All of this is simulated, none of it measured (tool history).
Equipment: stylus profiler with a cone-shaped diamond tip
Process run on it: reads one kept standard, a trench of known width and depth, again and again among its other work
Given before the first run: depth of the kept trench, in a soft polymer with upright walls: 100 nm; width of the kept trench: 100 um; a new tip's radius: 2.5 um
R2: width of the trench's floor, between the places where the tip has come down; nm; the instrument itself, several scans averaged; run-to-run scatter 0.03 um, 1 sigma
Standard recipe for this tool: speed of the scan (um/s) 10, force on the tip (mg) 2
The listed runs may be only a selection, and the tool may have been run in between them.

run 1 hour=0 | speed_of_the_scan_(um/s)=10 force_on_the_tip_(mg)=2 | depth_of_the_trench_(nm)=100.7 R2=98510
run 2 hour=28.6 | speed_of_the_scan_(um/s)=10 force_on_the_tip_(mg)=2 | depth_of_the_trench_(nm)=100.8 R2=98460
run 3 hour=46.6 | speed_of_the_scan_(um/s)=20 force_on_the_tip_(mg)=2 | depth_of_the_trench_(nm)=100.63 R2=98370
run 4 hour=66.1 | speed_of_the_scan_(um/s)=10 force_on_the_tip_(mg)=4.83 | depth_of_the_trench_(nm)=101.3 R2=98480
run 5 hour=88.5 | speed_of_the_scan_(um/s)=17 force_on_the_tip_(mg)=2 | depth_of_the_trench_(nm)=100.78 R2=98350
run 6 hour=118.2 | speed_of_the_scan_(um/s)=8 force_on_the_tip_(mg)=2 | depth_of_the_trench_(nm)=100.75 R2=98390
run 7 hour=134.9 | speed_of_the_scan_(um/s)=10 force_on_the_tip_(mg)=0.9 | depth_of_the_trench_(nm)=100.54 R2=98420
run 8 hour=158.7 | speed_of_the_scan_(um/s)=25 force_on_the_tip_(mg)=2 | depth_of_the_trench_(nm)=100.77 R2=98300
run 9 hour=187.4 | speed_of_the_scan_(um/s)=10 force_on_the_tip_(mg)=2 | depth_of_the_trench_(nm)=100.8 R2=98440
run 10 hour=210.2 | speed_of_the_scan_(um/s)=10 force_on_the_tip_(mg)=2 | depth_of_the_trench_(nm)=100.77 R2=98370
run 11 hour=233.1 | speed_of_the_scan_(um/s)=10 force_on_the_tip_(mg)=3.92 | depth_of_the_trench_(nm)=101.21 R2=98450
run 12 hour=252 | speed_of_the_scan_(um/s)=10 force_on_the_tip_(mg)=3.92 | depth_of_the_trench_(nm)=101.19 R2=98440
run 13 hour=280 | speed_of_the_scan_(um/s)=10 force_on_the_tip_(mg)=3.92 | depth_of_the_trench_(nm)=101.23 R2=98440
run 14 hour=299.8 | speed_of_the_scan_(um/s)=10 force_on_the_tip_(mg)=2 | depth_of_the_trench_(nm)=100.75 R2=98420
run 15 hour=332.7 | speed_of_the_scan_(um/s)=10 force_on_the_tip_(mg)=1.24 | depth_of_the_trench_(nm)=100.73 R2=98360
run 16 hour=355.1 | speed_of_the_scan_(um/s)=10 force_on_the_tip_(mg)=1.54 | depth_of_the_trench_(nm)=100.76 R2=98400
run 17 hour=380.9 | speed_of_the_scan_(um/s)=10 force_on_the_tip_(mg)=1.54 | depth_of_the_trench_(nm)=100.7 R2=98300
run 18 hour=397 | speed_of_the_scan_(um/s)=10 force_on_the_tip_(mg)=1.54 | depth_of_the_trench_(nm)=100.75 R2=98380
run 19 hour=413.8 | speed_of_the_scan_(um/s)=10 force_on_the_tip_(mg)=1.54 | depth_of_the_trench_(nm)=100.72 R2=98350
run 20 hour=434.1 | speed_of_the_scan_(um/s)=10 force_on_the_tip_(mg)=1.54 | depth_of_the_trench_(nm)=100.78 R2=98380
run 21 hour=468.7 | speed_of_the_scan_(um/s)=10 force_on_the_tip_(mg)=1.54 | depth_of_the_trench_(nm)=100.74 R2=98350
run 22 hour=495.9 | speed_of_the_scan_(um/s)=10 force_on_the_tip_(mg)=2 | depth_of_the_trench_(nm)=100.9 R2=98320
run 23 hour=520 | speed_of_the_scan_(um/s)=10 force_on_the_tip_(mg)=2 | depth_of_the_trench_(nm)=100.89 R2=98300
run 24 hour=555.3 | speed_of_the_scan_(um/s)=10 force_on_the_tip_(mg)=2 | depth_of_the_trench_(nm)=100.88 R2=98340
run 25 hour=588.2 | speed_of_the_scan_(um/s)=6 force_on_the_tip_(mg)=1.21 | depth_of_the_trench_(nm)=100.74 R2=98310
run 26 hour=611.9 | speed_of_the_scan_(um/s)=6 force_on_the_tip_(mg)=1.21 | depth_of_the_trench_(nm)=100.68 R2=98300
run 27 hour=634.5 | speed_of_the_scan_(um/s)=6 force_on_the_tip_(mg)=1.21 | depth_of_the_trench_(nm)=100.38 R2=98290
run 28 hour=648.9 | speed_of_the_scan_(um/s)=13 force_on_the_tip_(mg)=2.04 | depth_of_the_trench_(nm)=100.71 R2=98240
run 29 hour=665.9 | speed_of_the_scan_(um/s)=33 force_on_the_tip_(mg)=0.72 | depth_of_the_trench_(nm)=100.32 R2=98010
run 30 hour=687.6 | speed_of_the_scan_(um/s)=4 force_on_the_tip_(mg)=0.69 | depth_of_the_trench_(nm)=100.39 R2=98270
run 31 hour=710.1 | speed_of_the_scan_(um/s)=4 force_on_the_tip_(mg)=0.69 | depth_of_the_trench_(nm)=100.29 R2=98290
run 32 hour=725.1 | speed_of_the_scan_(um/s)=4 force_on_the_tip_(mg)=0.69 | depth_of_the_trench_(nm)=100.37 R2=98260
run 33 hour=755.8 | speed_of_the_scan_(um/s)=4 force_on_the_tip_(mg)=0.69 | depth_of_the_trench_(nm)=100.34 R2=98250
run 34 hour=771.1 | speed_of_the_scan_(um/s)=2 force_on_the_tip_(mg)=0.78 | depth_of_the_trench_(nm)=100.39 R2=98350
run 35 hour=789 | speed_of_the_scan_(um/s)=12 force_on_the_tip_(mg)=3.83 | depth_of_the_trench_(nm)=101.09 R2=98200
run 36 hour=805.7 | speed_of_the_scan_(um/s)=10 force_on_the_tip_(mg)=4.24 | depth_of_the_trench_(nm)=101.19 R2=98270
run 37 hour=825.9 | speed_of_the_scan_(um/s)=8 force_on_the_tip_(mg)=2.73 | depth_of_the_trench_(nm)=100.86 R2=98260
run 38 hour=847.1 | speed_of_the_scan_(um/s)=10 force_on_the_tip_(mg)=2.09 | depth_of_the_trench_(nm)=100.71 R2=98160
run 39 hour=882.3 | speed_of_the_scan_(um/s)=10 force_on_the_tip_(mg)=2.09 | depth_of_the_trench_(nm)=100.61 R2=98180
run 40 hour=914.1 | speed_of_the_scan_(um/s)=3 force_on_the_tip_(mg)=1.48 | depth_of_the_trench_(nm)=100.62 R2=98180
run 41 hour=932.5 | speed_of_the_scan_(um/s)=10 force_on_the_tip_(mg)=2.75 | depth_of_the_trench_(nm)=100.87 R2=98220
run 42 hour=948.6 | speed_of_the_scan_(um/s)=12 force_on_the_tip_(mg)=2.74 | depth_of_the_trench_(nm)=100.84 R2=98240
run 43 hour=975.8 | speed_of_the_scan_(um/s)=8 force_on_the_tip_(mg)=4.37 | depth_of_the_trench_(nm)=101.2 R2=98210
run 44 hour=995.5 | speed_of_the_scan_(um/s)=4 force_on_the_tip_(mg)=3 | depth_of_the_trench_(nm)=100.98 R2=98280
run 45 hour=1018.5 | speed_of_the_scan_(um/s)=13 force_on_the_tip_(mg)=0.99 | depth_of_the_trench_(nm)=100.44 R2=98120
run 46 hour=1052.9 | speed_of_the_scan_(um/s)=6 force_on_the_tip_(mg)=0.71 | depth_of_the_trench_(nm)=100.37 R2=98130

Put back what was entered between runs (2 entries, withheld): which listed runs does each sit between, and how does the hidden state differ from the listed run before to the listed run after?
Run 22 -> run 23: height scale calibrated on a step standard (hour 499.2)
  radius of the tip, um: 3.3 -> 3.33; height scale over the true one, %: 0.17 -> 0.204
  measured minus no-state result, depth of the trench (nm): +0.17 -> +0.21; R2: -210 -> -220 nm
Run 26 -> run 27: height scale calibrated on a step standard, once more (hour 623.7)
  radius of the tip, um: 3.45 -> 3.48; height scale over the true one, %: 0.227 -> -0.021
  measured minus no-state result, depth of the trench (nm): +0.23 -> -0.02; R2: -250 -> -250 nm
